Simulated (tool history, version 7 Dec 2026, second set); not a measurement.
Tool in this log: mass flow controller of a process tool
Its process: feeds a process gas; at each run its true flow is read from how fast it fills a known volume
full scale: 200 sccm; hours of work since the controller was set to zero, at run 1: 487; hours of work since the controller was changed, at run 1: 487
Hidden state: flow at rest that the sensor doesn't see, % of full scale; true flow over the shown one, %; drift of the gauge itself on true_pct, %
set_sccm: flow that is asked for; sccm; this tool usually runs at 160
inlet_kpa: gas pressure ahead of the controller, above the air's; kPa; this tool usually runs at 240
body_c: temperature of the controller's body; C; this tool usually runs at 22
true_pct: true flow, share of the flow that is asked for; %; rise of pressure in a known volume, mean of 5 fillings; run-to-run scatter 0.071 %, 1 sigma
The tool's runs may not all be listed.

run,day,set_sccm,inlet_kpa,body_c,hours of work since the controller was set to zero,hours of work since the controller was changed,true_pct
1,0,160,240,22,487,487,99.79
2,3.096,160,240,22,514,514,99.74
3,5.55,160,240,34,535,535,99.99
4,7.6,160,240,34,552,552,99.9
5,9.138,160,149,34,566,566,99.7
6,11.762,160,240,22,588,588,99.74
7,13.846,160,240,22,606,606,99.74
8,15.712,160,240,22,623,623,99.7
9,18.717,160,240,22,648,648,99.81
# day 18.946: controller's zero set anew
10,20.125,160,240,22,10,660,99.79
11,22.079,160,240,22,27,677,99.86
12,24.312,24,240,22,46,697,101.14
# day 24.529: controller's zero set anew, once more
13,26.112,24,240,22,14,712,98.73
14,28.512,187,200,22,34,733,99.52
15,30.708,187,172,32,53,752,99.68
16,32.038,155,220,32,65,763,99.67
17,35.1,160,265,22,91,790,99.51
18,37.954,111,265,37,116,814,99.62
19,40.821,50,237,22,141,839,98.92
20,43.138,61,237,21,161,859,98.84
21,44.9,46,169,35,176,874,98.89
22,46.588,42,141,29,190,889,98.64
23,49.688,42,141,29,217,916,98.72

Same runs, no hidden state in the tool, same run-to-run variation:
run,true_pct
1,99.86
2,99.81
3,100.06
4,99.98
5,99.78
6,99.82
7,99.82
8,99.78
9,99.88
10,99.76
11,99.82
12,99.06
13,98.97
14,99.84
15,99.99
16,99.98
17,99.83
18,99.93
19,99.16
20,99.1
21,99.1
22,98.83
23,98.89
